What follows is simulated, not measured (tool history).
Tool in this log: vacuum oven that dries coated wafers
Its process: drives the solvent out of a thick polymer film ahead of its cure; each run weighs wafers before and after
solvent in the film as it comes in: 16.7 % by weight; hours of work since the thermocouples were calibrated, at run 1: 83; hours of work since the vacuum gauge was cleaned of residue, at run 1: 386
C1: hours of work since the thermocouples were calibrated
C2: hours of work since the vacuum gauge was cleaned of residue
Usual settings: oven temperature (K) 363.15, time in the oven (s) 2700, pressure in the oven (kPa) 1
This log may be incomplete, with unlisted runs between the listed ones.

run 1 hour=0 | oven_temperature_(K)=363.15 time_in_the_oven_(s)=2700 pressure_in_the_oven_(kPa)=1 | C1=83 C2=386 | solvent_left_in_the_film_(%)=1.02
run 2 hour=20.4 | oven_temperature_(K)=376.15 time_in_the_oven_(s)=2700 pressure_in_the_oven_(kPa)=1 | C1=93 C2=396 | solvent_left_in_the_film_(%)=0.26
run 3 hour=39.8 | oven_temperature_(K)=376.15 time_in_the_oven_(s)=2700 pressure_in_the_oven_(kPa)=0.68 | C1=102 C2=405 | solvent_left_in_the_film_(%)=0.21
run 4 hour=57.6 | oven_temperature_(K)=376.15 time_in_the_oven_(s)=2700 pressure_in_the_oven_(kPa)=0.68 | C1=110 C2=413 | solvent_left_in_the_film_(%)=0.21
run 5 hour=69 | oven_temperature_(K)=376.15 time_in_the_oven_(s)=2700 pressure_in_the_oven_(kPa)=0.68 | C1=116 C2=419 | solvent_left_in_the_film_(%)=0.22
run 6 hour=82 | oven_temperature_(K)=376.15 time_in_the_oven_(s)=2700 pressure_in_the_oven_(kPa)=0.68 | C1=122 C2=425 | solvent_left_in_the_film_(%)=0.22
run 7 hour=101.1 | oven_temperature_(K)=376.15 time_in_the_oven_(s)=2700 pressure_in_the_oven_(kPa)=0.68 | C1=131 C2=434 | solvent_left_in_the_film_(%)=0.21
run 8 hour=120 | oven_temperature_(K)=376.15 time_in_the_oven_(s)=2700 pressure_in_the_oven_(kPa)=0.68 | C1=140 C2=443 | solvent_left_in_the_film_(%)=0.24
run 9 hour=133 | oven_temperature_(K)=376.15 time_in_the_oven_(s)=2700 pressure_in_the_oven_(kPa)=0.68 | C1=146 C2=449 | solvent_left_in_the_film_(%)=0.22
run 10 hour=153.7 | oven_temperature_(K)=376.15 time_in_the_oven_(s)=2700 pressure_in_the_oven_(kPa)=0.68 | C1=155 C2=458 | solvent_left_in_the_film_(%)=0.21
run 11 hour=178.2 | oven_temperature_(K)=376.15 time_in_the_oven_(s)=2700 pressure_in_the_oven_(kPa)=0.68 | C1=167 C2=470 | solvent_left_in_the_film_(%)=0.21
run 12 hour=203.6 | oven_temperature_(K)=376.15 time_in_the_oven_(s)=2700 pressure_in_the_oven_(kPa)=0.55 | C1=179 C2=482 | solvent_left_in_the_film_(%)=0.19
run 13 hour=221.1 | oven_temperature_(K)=376.15 time_in_the_oven_(s)=2700 pressure_in_the_oven_(kPa)=0.55 | C1=187 C2=490 | solvent_left_in_the_film_(%)=0.19
run 14 hour=234.4 | oven_temperature_(K)=376.15 time_in_the_oven_(s)=2700 pressure_in_the_oven_(kPa)=0.55 | C1=193 C2=496 | solvent_left_in_the_film_(%)=0.19
run 15 hour=252.9 | oven_temperature_(K)=375.15 time_in_the_oven_(s)=3180 pressure_in_the_oven_(kPa)=0.95 | C1=202 C2=505 | solvent_left_in_the_film_(%)=0.24
run 16 hour=269.8 | oven_temperature_(K)=375.15 time_in_the_oven_(s)=3180 pressure_in_the_oven_(kPa)=0.95 | C1=210 C2=513 | solvent_left_in_the_film_(%)=0.24
run 17 hour=296.8 | oven_temperature_(K)=375.15 time_in_the_oven_(s)=3180 pressure_in_the_oven_(kPa)=0.84 | C1=223 C2=526 | solvent_left_in_the_film_(%)=0.23
run 18 hour=322.3 | oven_temperature_(K)=363.15 time_in_the_oven_(s)=3180 pressure_in_the_oven_(kPa)=0.84 | C1=235 C2=538 | solvent_left_in_the_film_(%)=0.7
run 19 hour=337.4 | oven_temperature_(K)=357.15 time_in_the_oven_(s)=3780 pressure_in_the_oven_(kPa)=3.22 | C1=242 C2=545 | solvent_left_in_the_film_(%)=1.74
run 20 hour=364.6 | oven_temperature_(K)=349.15 time_in_the_oven_(s)=2700 pressure_in_the_oven_(kPa)=0.51 | C1=254 C2=557 | solvent_left_in_the_film_(%)=3.28
run 21 hour=377 | oven_temperature_(K)=361.15 time_in_the_oven_(s)=1980 pressure_in_the_oven_(kPa)=1.22 | C1=260 C2=563 | solvent_left_in_the_film_(%)=2.25
run 22 hour=395.1 | oven_temperature_(K)=350.15 time_in_the_oven_(s)=1740 pressure_in_the_oven_(kPa)=0.54 | C1=269 C2=572 | solvent_left_in_the_film_(%)=5.1
run 23 hour=420.2 | oven_temperature_(K)=350.15 time_in_the_oven_(s)=1740 pressure_in_the_oven_(kPa)=0.54 | C1=281 C2=584 | solvent_left_in_the_film_(%)=5.1
run 24 hour=442.7 | oven_temperature_(K)=350.15 time_in_the_oven_(s)=1740 pressure_in_the_oven_(kPa)=0.54 | C1=291 C2=594 | solvent_left_in_the_film_(%)=5.12
run 25 hour=455.9 | oven_temperature_(K)=359.15 time_in_the_oven_(s)=3240 pressure_in_the_oven_(kPa)=0.54 | C1=297 C2=600 | solvent_left_in_the_film_(%)=0.96
run 26 hour=468.2 | oven_temperature_(K)=366.15 time_in_the_oven_(s)=2280 pressure_in_the_oven_(kPa)=1.9 | C1=303 C2=606 | solvent_left_in_the_film_(%)=1.27
run 27 hour=483.9 | oven_temperature_(K)=366.15 time_in_the_oven_(s)=2280 pressure_in_the_oven_(kPa)=1.9 | C1=310 C2=613 | solvent_left_in_the_film_(%)=1.26
run 28 hour=498.8 | oven_temperature_(K)=366.15 time_in_the_oven_(s)=2280 pressure_in_the_oven_(kPa)=1.9 | C1=317 C2=620 | solvent_left_in_the_film_(%)=1.26

How would selected steps in solvent left in the film (%) from run to run divide? Give the signed amount a tool lacking its hidden state would still show from settings, what came in and random variation, and the signed amount left for the hidden state, including any gauge scatter that is not in both of the compared results.
Hidden conditions of the tool in this case: true wafer temperature over the reading, C; true pressure over the reading, kPa; drift of the gauge itself on solvent_pct, %.
Run 21 -> 22: oven temperature (K) 361.15 -> 350.15, time in the oven (s) 1980 -> 1740, pressure in the oven (kPa) 1.22 -> 0.54. solvent left in the film (%) +2.85: hidden state +0, all else +2.85.
Run 24 -> 25: oven temperature (K) 350.15 -> 359.15, time in the oven (s) 1740 -> 3240. solvent left in the film (%) -4.16: hidden state +0.05, all else -4.21.
Run 25 -> 26: oven temperature (K) 359.15 -> 366.15, time in the oven (s) 3240 -> 2280, pressure in the oven (kPa) 0.54 -> 1.9. solvent left in the film (%) +0.31: hidden state -0.03, all else +0.34.

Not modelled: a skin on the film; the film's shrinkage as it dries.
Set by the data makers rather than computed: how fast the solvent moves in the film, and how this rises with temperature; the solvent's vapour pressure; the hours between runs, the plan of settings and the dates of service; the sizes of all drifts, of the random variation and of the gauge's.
